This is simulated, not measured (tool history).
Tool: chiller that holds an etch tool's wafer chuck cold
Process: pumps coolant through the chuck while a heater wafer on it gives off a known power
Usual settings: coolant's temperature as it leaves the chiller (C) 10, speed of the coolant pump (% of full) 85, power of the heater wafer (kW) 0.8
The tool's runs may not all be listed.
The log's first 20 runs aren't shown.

run,hour,coolant's temperature as it leaves the chiller (C),speed of the coolant pump (% of full),power of the heater wafer (kW),chuck's temperature once it has settled (C),how much warmer the coolant comes back (C)
21,1510.3,1,85,0.8,12.6,3.74
22,1595.5,12,66,0.8,26.5,4.89
23,1640.1,12,66,0.418,19.7,2.52
24,1712.5,12,66,0.418,19.8,2.56
25,1762.1,12,66,0.418,19.7,2.53
26,1843.9,12,64,0.979,30.5,6.17
27,1889.4,3,86,0.979,17.3,4.51
28,1966.4,14,60,0.797,30,5.45
29,2021.3,11,67,0.405,18.7,2.43
30,2060.3,0,76,0.979,15.9,5.17
31,2130.3,10,62,0.549,21.1,3.64

5 ways to go on from here, each from the tool as it stands after run 31. What would each give?
A,2175.5,12,62,0.549,?,?
B,2175.5,10,76,0.511,?,?
C,2175.5,13,85,0.8,?,?
D,2175.5,6,62,0.634,?,?
E,2175.5,10,70,0.549,?,?

run,chuck's temperature once it has settled (C),how much warmer the coolant comes back (C)
A,23.1,3.59
B,18.5,2.75
C,25,3.83
D,18.7,4.22
E,19.8,3.19
Without the tool's hidden state the same runs would have given:
run,chuck's temperature once it has settled (C),how much warmer the coolant comes back (C)
A,20.2,3.2
B,16.2,2.46
C,21.8,3.42
D,15.5,3.77
E,17.2,2.85
